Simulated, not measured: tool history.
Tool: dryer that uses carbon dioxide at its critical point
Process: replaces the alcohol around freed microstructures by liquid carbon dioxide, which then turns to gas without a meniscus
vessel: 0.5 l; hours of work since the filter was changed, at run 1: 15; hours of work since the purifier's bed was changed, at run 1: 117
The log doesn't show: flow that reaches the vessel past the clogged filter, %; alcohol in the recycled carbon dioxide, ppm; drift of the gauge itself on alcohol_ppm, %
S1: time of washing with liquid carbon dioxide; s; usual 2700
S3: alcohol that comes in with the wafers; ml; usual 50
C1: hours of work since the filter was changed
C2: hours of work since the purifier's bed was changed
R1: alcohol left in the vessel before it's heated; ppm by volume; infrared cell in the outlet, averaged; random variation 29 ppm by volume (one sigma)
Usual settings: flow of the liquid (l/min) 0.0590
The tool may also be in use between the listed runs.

{"run": 1, "hour": 0.0, "S1": 2700, "flow of the liquid (l/min)": 0.059, "S3": 50, "C1": 15, "C2": 117, "R1": 1966}
{"run": 2, "hour": 14.9, "S1": 2700, "flow of the liquid (l/min)": 0.059, "S3": 50, "C1": 26, "C2": 128, "R1": 2089}
{"run": 3, "hour": 30.7, "S1": 2700, "flow of the liquid (l/min)": 0.059, "S3": 50, "C1": 38, "C2": 140, "R1": 2157}
{"run": 4, "hour": 41.9, "S1": 2700, "flow of the liquid (l/min)": 0.059, "S3": 50, "C1": 46, "C2": 148, "R1": 2118}
{"run": 5, "hour": 51.7, "S1": 2700, "flow of the liquid (l/min)": 0.059, "S3": 50, "C1": 54, "C2": 156, "R1": 2143}
{"run": 6, "hour": 59.4, "S1": 2700, "flow of the liquid (l/min)": 0.059, "S3": 50, "C1": 59, "C2": 161, "R1": 2206}
{"run": 7, "hour": 75.2, "S1": 2700, "flow of the liquid (l/min)": 0.0727, "S3": 43, "C1": 71, "C2": 173, "R1": 830}
{"run": 8, "hour": 89.2, "S1": 1620, "flow of the liquid (l/min)": 0.0638, "S3": 66, "C1": 81, "C2": 183, "R1": 11139}
{"run": 9, "hour": 101.0, "S1": 2700, "flow of the liquid (l/min)": 0.059, "S3": 49, "C1": 90, "C2": 192, "R1": 2278}
{"run": 10, "hour": 117.4, "S1": 2460, "flow of the liquid (l/min)": 0.0547, "S3": 55, "C1": 102, "C2": 204, "R1": 4681}

Some steps in R1 between neighbouring runs. How much of each would the tool show without its hidden state too (settings, what came in, random variation), and how much is left for the hidden state, with any gauge scatter that isn't in both results?
Run 7 -> 8: S1 2700 -> 1620, flow of the liquid (l/min) 0.0727 -> 0.0638, S3 43 -> 66. R1 +10309 ppm by volume: hidden state +1080, all else +9229.

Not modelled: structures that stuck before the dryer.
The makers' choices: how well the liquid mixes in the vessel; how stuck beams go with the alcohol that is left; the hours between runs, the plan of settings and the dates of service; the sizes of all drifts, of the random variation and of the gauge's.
